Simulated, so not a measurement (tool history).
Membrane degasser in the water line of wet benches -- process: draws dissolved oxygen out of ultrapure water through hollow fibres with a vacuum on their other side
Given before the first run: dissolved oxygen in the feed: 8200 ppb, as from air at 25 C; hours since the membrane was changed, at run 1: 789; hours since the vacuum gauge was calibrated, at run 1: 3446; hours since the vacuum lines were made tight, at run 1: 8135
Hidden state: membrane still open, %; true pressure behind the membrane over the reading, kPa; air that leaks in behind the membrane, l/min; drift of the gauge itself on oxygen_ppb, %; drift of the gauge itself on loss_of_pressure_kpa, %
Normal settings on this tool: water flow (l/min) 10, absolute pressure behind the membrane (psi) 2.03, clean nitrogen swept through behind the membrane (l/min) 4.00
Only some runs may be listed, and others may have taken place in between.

| run | hour | water flow (l/min) | absolute pressure behind the membrane (psi) | clean nitrogen swept through behind the membrane (l/min) | hours since the membrane was changed | hours since the vacuum gauge was calibrated | hours since the vacuum lines were made tight | dissolved oxygen in the water behind the degasser (ppb) | pressure that the water loses in the fibres (psi) |
|---|---|---|---|---|---|---|---|---|---|
| 1 | 0.0 | 10 | 2.03 | 4.00 | 789 | 3446 | 8135 | 82.7 | 5.931 |
| 2 | 64.8 | 10 | 2.03 | 4.00 | 854 | 3511 | 8200 | 83.5 | 5.984 |
| 3 | 153.4 | 10 | 2.03 | 4.00 | 943 | 3600 | 8288 | 82.6 | 5.931 |
| 4 | 257.2 | 10 | 2.03 | 4.00 | 1047 | 3703 | 8392 | 82.8 | 5.926 |
| 5 | 343.2 | 10 | 2.03 | 4.00 | 1133 | 3789 | 8478 | 83.1 | 5.976 |
| 6 | 397.3 | 10 | 2.03 | 4.00 | 1187 | 3843 | 8532 | 83.8 | 5.994 |
| 7 | 482.8 | 10 | 2.03 | 4.00 | 1272 | 3929 | 8618 | 83.0 | 5.928 |
| 8 | 594.6 | 10 | 2.03 | 4.00 | 1384 | 4041 | 8729 | 84.2 | 5.980 |
| 9 | 660.8 | 9 | 2.03 | 2.52 | 1450 | 4107 | 8796 | 107.7 | 5.388 |
| 10 | 746.2 | 10 | 3.64 | 3.24 | 1535 | 4192 | 8881 | 186.6 | 5.889 |
| 11 | 848.8 | 10 | 3.64 | 3.24 | 1638 | 4295 | 8984 | 190.1 | 6.031 |
| 12 | 958.9 | 9 | 2.10 | 2.70 | 1748 | 4405 | 9094 | 107.4 | 5.343 |
| 13 | 1025.6 | 9 | 2.10 | 5.90 | 1815 | 4472 | 9161 | 54.6 | 5.362 |
| 14 | 1080.9 | 10 | 1.62 | 10.31 | 1870 | 4527 | 9216 | 31.9 | 5.925 |
| 15 | 1184.6 | 10 | 1.55 | 4.52 | 1974 | 4631 | 9319 | 57.7 | 5.977 |
| 16 | 1291.3 | 10 | 1.55 | 4.52 | 2081 | 4738 | 9426 | 57.0 | 5.984 |

Predict each of these 5 candidate next runs independently; none follows another, all start after run 16:
| A | 1385.3 | 16 | 2.03 | 4.00 | 2175 | 4832 | 9520 | ? | ? |
| B | 1385.3 | 8 | 1.68 | 3.57 | 2175 | 4832 | 9520 | ? | ? |
| C | 1385.3 | 10 | 2.03 | 8.98 | 2175 | 4832 | 9520 | ? | ? |
| D | 1385.3 | 10 | 2.96 | 6.18 | 2175 | 4832 | 9520 | ? | ? |
| E | 1385.3 | 15 | 1.55 | 3.63 | 2175 | 4832 | 9520 | ? | ? |

| run | dissolved oxygen in the water behind the degasser (ppb) | pressure that the water loses in the fibres (psi) |
|---|---|---|
| A | 201.9 | 9.562 |
| B | 55.4 | 4.764 |
| C | 44.8 | 5.958 |
| D | 85.2 | 5.977 |
| E | 150.0 | 8.953 |
Take away the tool's hidden state, keep each run's random variation, and the runs would have read:
| run | dissolved oxygen in the water behind the degasser (ppb) | pressure that the water loses in the fibres (psi) |
|---|---|---|
| A | 190.9 | 9.462 |
| B | 49.3 | 4.714 |
| C | 41.0 | 5.896 |
| D | 78.0 | 5.915 |
| E | 140.8 | 8.859 |
